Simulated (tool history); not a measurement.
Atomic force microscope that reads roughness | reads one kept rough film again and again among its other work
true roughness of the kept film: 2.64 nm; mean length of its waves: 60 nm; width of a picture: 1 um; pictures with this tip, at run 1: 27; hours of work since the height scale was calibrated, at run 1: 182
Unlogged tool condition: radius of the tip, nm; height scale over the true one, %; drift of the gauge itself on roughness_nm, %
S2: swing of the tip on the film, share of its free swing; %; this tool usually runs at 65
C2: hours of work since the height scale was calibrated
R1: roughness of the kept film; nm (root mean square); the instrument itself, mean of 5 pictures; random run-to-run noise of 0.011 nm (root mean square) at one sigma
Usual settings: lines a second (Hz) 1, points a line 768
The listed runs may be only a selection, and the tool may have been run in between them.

run 1 hour=0 | lines_a_second_(Hz)=1 S2=65 points_a_line=768 | pictures_with_this_tip=27 C2=182 | R1=2.434
run 2 hour=24.6 | lines_a_second_(Hz)=1 S2=65 points_a_line=432 | pictures_with_this_tip=56 C2=196 | R1=2.363
run 3 hour=57.9 | lines_a_second_(Hz)=1 S2=84 points_a_line=768 | pictures_with_this_tip=96 C2=215 | R1=2.193
-- hour=74.2 new tip fitted
run 4 hour=89.9 | lines_a_second_(Hz)=1 S2=84 points_a_line=768 | pictures_with_this_tip=19 C2=233 | R1=2.339
run 5 hour=112.8 | lines_a_second_(Hz)=1 S2=65 points_a_line=768 | pictures_with_this_tip=46 C2=246 | R1=2.403
run 6 hour=142.2 | lines_a_second_(Hz)=1 S2=65 points_a_line=350 | pictures_with_this_tip=81 C2=263 | R1=2.357
-- hour=171 new tip fitted
run 7 hour=173.7 | lines_a_second_(Hz)=1 S2=65 points_a_line=322 | pictures_with_this_tip=3 C2=281 | R1=2.471
run 8 hour=191.5 | lines_a_second_(Hz)=1 S2=65 points_a_line=322 | pictures_with_this_tip=24 C2=291 | R1=2.424
run 9 hour=213.3 | lines_a_second_(Hz)=1 S2=65 points_a_line=768 | pictures_with_this_tip=50 C2=303 | R1=2.388
run 10 hour=248.8 | lines_a_second_(Hz)=1 S2=67 points_a_line=768 | pictures_with_this_tip=92 C2=324 | R1=2.292
-- hour=267.1 new tip fitted
run 11 hour=268.9 | lines_a_second_(Hz)=1 S2=67 points_a_line=434 | pictures_with_this_tip=2 C2=335 | R1=2.475
run 12 hour=297.9 | lines_a_second_(Hz)=2.73 S2=67 points_a_line=434 | pictures_with_this_tip=37 C2=352 | R1=2.27
run 13 hour=323.4 | lines_a_second_(Hz)=2.73 S2=67 points_a_line=434 | pictures_with_this_tip=67 C2=366 | R1=2.207
run 14 hour=348.4 | lines_a_second_(Hz)=2.73 S2=67 points_a_line=434 | pictures_with_this_tip=96 C2=381 | R1=2.165
-- hour=364.5 new tip fitted
run 15 hour=375.5 | lines_a_second_(Hz)=2.73 S2=67 points_a_line=434 | pictures_with_this_tip=13 C2=396 | R1=2.316
run 16 hour=396.4 | lines_a_second_(Hz)=2.73 S2=67 points_a_line=676 | pictures_with_this_tip=38 C2=408 | R1=2.278
run 17 hour=425.9 | lines_a_second_(Hz)=2.73 S2=67 points_a_line=676 | pictures_with_this_tip=73 C2=425 | R1=2.217
run 18 hour=446 | lines_a_second_(Hz)=2.73 S2=67 points_a_line=676 | pictures_with_this_tip=97 C2=436 | R1=2.165
-- hour=460.1 new tip fitted
run 19 hour=462.2 | lines_a_second_(Hz)=2.73 S2=67 points_a_line=676 | pictures_with_this_tip=2 C2=445 | R1=2.353
run 20 hour=484.6 | lines_a_second_(Hz)=2.73 S2=67 points_a_line=676 | pictures_with_this_tip=29 C2=458 | R1=2.3
run 21 hour=504.5 | lines_a_second_(Hz)=0.56 S2=65 points_a_line=768 | pictures_with_this_tip=52 C2=469 | R1=2.413
run 22 hour=534.5 | lines_a_second_(Hz)=0.56 S2=65 points_a_line=768 | pictures_with_this_tip=88 C2=487 | R1=2.343
-- hour=556.4 new tip fitted
run 23 hour=556.9 | lines_a_second_(Hz)=1 S2=65 points_a_line=783 | pictures_with_this_tip=1 C2=499 | R1=2.49
run 24 hour=583.5 | lines_a_second_(Hz)=1.77 S2=65 points_a_line=783 | pictures_with_this_tip=32 C2=514 | R1=2.368
run 25 hour=602.9 | lines_a_second_(Hz)=1.77 S2=65 points_a_line=364 | pictures_with_this_tip=56 C2=526 | R1=2.312
run 26 hour=633.5 | lines_a_second_(Hz)=1.77 S2=65 points_a_line=364 | pictures_with_this_tip=92 C2=543 | R1=2.258
-- hour=653.3 new tip fitted
run 27 hour=669.6 | lines_a_second_(Hz)=1.77 S2=65 points_a_line=364 | pictures_with_this_tip=19 C2=564 | R1=2.39
run 28 hour=691.6 | lines_a_second_(Hz)=1.46 S2=65 points_a_line=273 | pictures_with_this_tip=45 C2=576 | R1=2.333
run 29 hour=720.1 | lines_a_second_(Hz)=1.22 S2=56 points_a_line=904 | pictures_with_this_tip=79 C2=592 | R1=2.37
-- hour=750.6 new tip fitted
run 30 hour=756.5 | lines_a_second_(Hz)=1.22 S2=56 points_a_line=904 | pictures_with_this_tip=7 C2=613 | R1=2.49
run 31 hour=788.4 | lines_a_second_(Hz)=2.36 S2=65 points_a_line=261 | pictures_with_this_tip=44 C2=631 | R1=2.305
run 32 hour=815.5 | lines_a_second_(Hz)=2.36 S2=65 points_a_line=261 | pictures_with_this_tip=76 C2=647 | R1=2.253
-- hour=847.5 new tip fitted
run 33 hour=850.5 | lines_a_second_(Hz)=2.36 S2=77 points_a_line=412 | pictures_with_this_tip=3 C2=667 | R1=2.267
run 34 hour=866.7 | lines_a_second_(Hz)=2.36 S2=77 points_a_line=412 | pictures_with_this_tip=23 C2=676 | R1=2.231
run 35 hour=891.1 | lines_a_second_(Hz)=1.63 S2=65 points_a_line=278 | pictures_with_this_tip=52 C2=690 | R1=2.358
run 36 hour=917.2 | lines_a_second_(Hz)=1.63 S2=65 points_a_line=278 | pictures_with_this_tip=83 C2=705 | R1=2.296
run 37 hour=936.6 | lines_a_second_(Hz)=1 S2=65 points_a_line=863 | pictures_with_this_tip=106 C2=716 | R1=2.294
-- hour=944.2 new tip fitted
run 38 hour=962.4 | lines_a_second_(Hz)=1 S2=65 points_a_line=863 | pictures_with_this_tip=22 C2=730 | R1=2.444
run 39 hour=983.8 | lines_a_second_(Hz)=1 S2=65 points_a_line=863 | pictures_with_this_tip=47 C2=743 | R1=2.385
run 40 hour=1015.9 | lines_a_second_(Hz)=1.08 S2=62 points_a_line=483 | pictures_with_this_tip=85 C2=761 | R1=2.329
run 41 hour=1034.6 | lines_a_second_(Hz)=1.06 S2=56 points_a_line=260 | pictures_with_this_tip=107 C2=772 | R1=2.322
-- hour=1040.3 new tip fitted
run 42 hour=1054.5 | lines_a_second_(Hz)=3.45 S2=56 points_a_line=260 | pictures_with_this_tip=17 C2=783 | R1=2.393
run 43 hour=1076.5 | lines_a_second_(Hz)=2.98 S2=65 points_a_line=523 | pictures_with_this_tip=43 C2=796 | R1=2.275
run 44 hour=1112.7 | lines_a_second_(Hz)=2.98 S2=65 points_a_line=489 | pictures_with_this_tip=86 C2=816 | R1=2.197
run 45 hour=1130 | lines_a_second_(Hz)=0.6 S2=65 points_a_line=768 | pictures_with_this_tip=107 C2=826 | R1=2.324
-- hour=1136 new tip fitted
run 46 hour=1151.6 | lines_a_second_(Hz)=2.27 S2=80 points_a_line=456 | pictures_with_this_tip=19 C2=838 | R1=2.201
run 47 hour=1170.5 | lines_a_second_(Hz)=2.27 S2=80 points_a_line=693 | pictures_with_this_tip=41 C2=849 | R1=2.154
run 48 hour=1200.2 | lines_a_second_(Hz)=0.57 S2=87 points_a_line=665 | pictures_with_this_tip=77 C2=866 | R1=2.283
run 49 hour=1222.8 | lines_a_second_(Hz)=0.57 S2=87 points_a_line=665 | pictures_with_this_tip=103 C2=879 | R1=2.227
-- hour=1232.7 new tip fitted
run 50 hour=1250.6 | lines_a_second_(Hz)=2.42 S2=87 points_a_line=665 | pictures_with_this_tip=22 C2=895 | R1=2.036
run 51 hour=1265.9 | lines_a_second_(Hz)=3.51 S2=87 points_a_line=665 | pictures_with_this_tip=40 C2=904 | R1=1.883
run 52 hour=1285.9 | lines_a_second_(Hz)=1.85 S2=73 points_a_line=691 | pictures_with_this_tip=64 C2=915 | R1=2.255
run 53 hour=1308.9 | lines_a_second_(Hz)=3.73 S2=65 points_a_line=768 | pictures_with_this_tip=91 C2=928 | R1=2.148

Selected run-to-run steps in R1, each split into two signed amounts: the part the tool would show with no hidden state at all (from settings, incoming material and random variation), and the remainder, which goes to the hidden state together with any gauge scatter not common to the measured and the hidden-state-free results:
Run 10 -> 11: points a line 768 -> 434, new tip fitted. R1 +0.183 nm (root mean square): hidden state +0.178, all else +0.005.
Run 11 -> 12: lines a second (Hz) 1 -> 2.73. R1 -0.205 nm (root mean square): hidden state -0.071, all else -0.134.
Run 18 -> 19: new tip fitted. R1 +0.188 nm (root mean square): hidden state +0.179, all else +0.009.
Run 45 -> 46: lines a second (Hz) 0.6 -> 2.27, S2 65 -> 80, points a line 768 -> 456, new tip fitted. R1 -0.123 nm (root mean square): hidden state +0.18, all else -0.303.
Run 49 -> 50: lines a second (Hz) 0.57 -> 2.42, new tip fitted. R1 -0.191 nm (root mean square): hidden state +0.158, all else -0.349.
Run 51 -> 52: lines a second (Hz) 3.51 -> 1.85, S2 87 -> 73, points a line 665 -> 691. R1 +0.372 nm (root mean square): hidden state -0.056, all else +0.428.

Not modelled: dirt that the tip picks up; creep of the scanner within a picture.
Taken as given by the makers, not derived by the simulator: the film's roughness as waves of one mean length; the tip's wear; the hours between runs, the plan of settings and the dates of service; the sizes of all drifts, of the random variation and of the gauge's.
